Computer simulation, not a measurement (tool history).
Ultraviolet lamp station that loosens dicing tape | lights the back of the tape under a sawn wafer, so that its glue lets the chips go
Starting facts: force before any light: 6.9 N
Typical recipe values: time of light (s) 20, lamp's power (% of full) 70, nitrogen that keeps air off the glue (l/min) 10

run,hour,time of light (s),lamp's power (% of full),nitrogen that keeps air off the glue (l/min),force that peels the tape off (N),light that reached the tape (mJ/cm²)
1,0,20,70,10,1.031,241
2,9.9,20,70,10,1.008,244
3,19.7,20,70,10,1.01,235
4,25.7,20,70,10,1.034,236
5,34.7,20,70,17,0.745,233
6,41.1,20,91,17,0.435,310
7,49.7,20,91,17,0.425,311
8,58,20,70,10,1.109,233
9,63.2,20,70,10,1.091,229

What does the tool deliver on the next run?
10,70.5,20,70,10,?,?

{"run 10": {"force that peels the tape off (N)": 1.072, "light that reached the tape (mJ/cm²)": 232}}
Were there no unlogged condition in the tool, this run, its random variation unchanged, would have produced force that peels the tape off (N) 0.971, light that reached the tape (mJ/cm²) 245.
